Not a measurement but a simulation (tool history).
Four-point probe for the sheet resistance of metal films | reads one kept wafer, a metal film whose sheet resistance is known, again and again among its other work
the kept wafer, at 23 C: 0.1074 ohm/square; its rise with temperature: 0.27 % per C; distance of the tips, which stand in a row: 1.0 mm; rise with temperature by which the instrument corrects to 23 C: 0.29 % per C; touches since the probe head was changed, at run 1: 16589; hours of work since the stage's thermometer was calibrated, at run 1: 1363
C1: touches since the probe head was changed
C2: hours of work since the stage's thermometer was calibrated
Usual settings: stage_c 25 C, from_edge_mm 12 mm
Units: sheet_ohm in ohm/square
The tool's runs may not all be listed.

run 1 hour=0.0 | stage_c=25 from_edge_mm=12 | C1=16589 C2=1363 | sheet_ohm=0.107295
run 2 hour=19.1 | stage_c=25 from_edge_mm=66 | C1=17127 C2=1378 | sheet_ohm=0.106909
run 3 hour=32.9 | stage_c=25 from_edge_mm=66 | C1=17513 C2=1389 | sheet_ohm=0.106917
run 4 hour=49.8 | stage_c=33 from_edge_mm=12 | C1=17989 C2=1403 | sheet_ohm=0.107100
run 5 hour=70.3 | stage_c=33 from_edge_mm=10 | C1=18564 C2=1419 | sheet_ohm=0.107277
-- hour=76.5 stage's thermometer calibrated
run 6 hour=96.3 | stage_c=33 from_edge_mm=10 | C1=19281 C2=16 | sheet_ohm=0.107474
run 7 hour=118.4 | stage_c=33 from_edge_mm=10 | C1=19902 C2=33 | sheet_ohm=0.107433
run 8 hour=143.1 | stage_c=33 from_edge_mm=10 | C1=20596 C2=53 | sheet_ohm=0.107439
run 9 hour=159.6 | stage_c=33 from_edge_mm=10 | C1=21060 C2=66 | sheet_ohm=0.107472
run 10 hour=177.8 | stage_c=25 from_edge_mm=12 | C1=21573 C2=80 | sheet_ohm=0.107431
run 11 hour=197.8 | stage_c=34 from_edge_mm=35 | C1=22134 C2=96 | sheet_ohm=0.106889
run 12 hour=219.6 | stage_c=20 from_edge_mm=5 | C1=22748 C2=113 | sheet_ohm=0.109393
run 13 hour=230.3 | stage_c=21 from_edge_mm=70 | C1=23049 C2=122 | sheet_ohm=0.107104
run 14 hour=242.8 | stage_c=28 from_edge_mm=66 | C1=23398 C2=132 | sheet_ohm=0.106985
run 15 hour=253.6 | stage_c=34 from_edge_mm=26 | C1=23702 C2=140 | sheet_ohm=0.106892
run 16 hour=274.0 | stage_c=21 from_edge_mm=16 | C1=24275 C2=156 | sheet_ohm=0.107317
run 17 hour=293.1 | stage_c=21 from_edge_mm=26 | C1=24814 C2=172 | sheet_ohm=0.107199
run 18 hour=307.6 | stage_c=21 from_edge_mm=26 | C1=25219 C2=183 | sheet_ohm=0.107140
run 19 hour=322.3 | stage_c=31 from_edge_mm=22 | C1=25633 C2=195 | sheet_ohm=0.106993

Hidden state or all else? Some run-to-run changes of sheet_ohm, split into what the settings, what came in and random variation would give without the hidden state, and what is left for the hidden state (with any gauge scatter that isn't in both results):
The hidden state here: inner tips' distance over the nominal, %; tips' flats over new ones', %; wafer's true temperature over the reading, C; drift of the gauge itself on sheet_ohm, %.
Run 5 -> 6: stage's thermometer calibrated. sheet_ohm +0.000197 ohm/square: hidden state +0.000180, all else +0.000017.
Run 11 -> 12: stage_c 34 -> 20, from_edge_mm 35 -> 5. sheet_ohm +0.002504 ohm/square: hidden state -0.000011, all else +0.002515.

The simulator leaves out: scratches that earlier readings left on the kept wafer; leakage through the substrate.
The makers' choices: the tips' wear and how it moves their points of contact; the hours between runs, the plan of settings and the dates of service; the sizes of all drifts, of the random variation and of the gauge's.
